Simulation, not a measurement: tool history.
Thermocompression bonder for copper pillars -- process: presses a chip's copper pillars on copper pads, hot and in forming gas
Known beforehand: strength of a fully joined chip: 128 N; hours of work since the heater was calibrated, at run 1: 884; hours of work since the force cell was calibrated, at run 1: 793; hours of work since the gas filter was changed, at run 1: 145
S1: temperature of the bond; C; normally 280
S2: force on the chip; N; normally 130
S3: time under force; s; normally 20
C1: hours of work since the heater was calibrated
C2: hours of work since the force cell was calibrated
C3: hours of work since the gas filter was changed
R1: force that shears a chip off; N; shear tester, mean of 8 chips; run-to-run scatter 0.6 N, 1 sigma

| run | day | S1 | S2 | S3 | C1 | C2 | C3 | R1 |
|---|---|---|---|---|---|---|---|---|
| 1 | 0.000 | 280 | 130 | 20 | 884 | 793 | 145 | 57.1 |
| 2 | 1.825 | 280 | 130 | 20 | 908 | 817 | 169 | 56.3 |
|  | 2.804 | heater calibrated with a thermocouple chip |
| 3 | 4.054 | 280 | 130 | 20 | 17 | 846 | 198 | 48.9 |
| 4 | 5.517 | 280 | 130 | 20 | 36 | 865 | 217 | 50.2 |
| 5 | 7.092 | 280 | 130 | 20 | 57 | 886 | 238 | 49.8 |
| 6 | 8.038 | 280 | 130 | 20 | 69 | 898 | 250 | 49.2 |
| 7 | 10.012 | 280 | 130 | 20 | 95 | 924 | 276 | 49.9 |
|  | 10.254 | force cell calibrated |
| 8 | 12.100 | 280 | 162 | 13 | 122 | 24 | 303 | 50.7 |
| 9 | 13.225 | 307 | 194 | 51 | 137 | 39 | 318 | 103.6 |
| 10 | 15.288 | 307 | 194 | 51 | 164 | 66 | 345 | 102.0 |
|  | 16.525 | forming gas filter changed |
| 11 | 17.229 | 299 | 90 | 20 | 189 | 92 | 9 | 46.5 |
| 12 | 18.654 | 280 | 143 | 21 | 208 | 111 | 28 | 60.2 |
|  | 19.292 | force cell calibrated, once more |
| 13 | 19.704 | 271 | 83 | 11 | 221 | 5 | 41 | 24.0 |

How the hidden state differs across the entries between the runs, from the last listed run before each to the first after it:
After run 2, before run 3: heater calibrated with a thermocouple chip (day 2.804)
  true temperature of the bond over the reading, C: 11 -> 0.4; force that reaches the chip, % of what is set: 96.9 -> 96.8; oxide that the forming gas leaves, % of the face: 4.91 -> 5.61
  measured result minus the result with no hidden state, R1: +2.5 -> -4.1 N
After run 7, before run 8: force cell calibrated (day 10.254)
  true temperature of the bond over the reading, C: 1.3 -> 1.6; force that reaches the chip, % of what is set: 96.5 -> 95.5; oxide that the forming gas leaves, % of the face: 7.61 -> 8.25
  measured result minus the result with no hidden state, R1: -4.9 -> -5.7 N
After run 10, before run 11: forming gas filter changed (day 16.525)
  true temperature of the bond over the reading, C: 2 -> 2.2; force that reaches the chip, % of what is set: 95.4 -> 95.3; oxide that the forming gas leaves, % of the face: 9.35 -> 0.85
  measured result minus the result with no hidden state, R1: -10.9 -> -1.2 N
After run 12, before run 13: force cell calibrated, once more (day 19.292)
  true temperature of the bond over the reading, C: 2.5 -> 2.6; force that reaches the chip, % of what is set: 95.3 -> 99.6; oxide that the forming gas leaves, % of the face: 1.34 -> 1.71
  measured result minus the result with no hidden state, R1: -1.6 -> +0.5 N
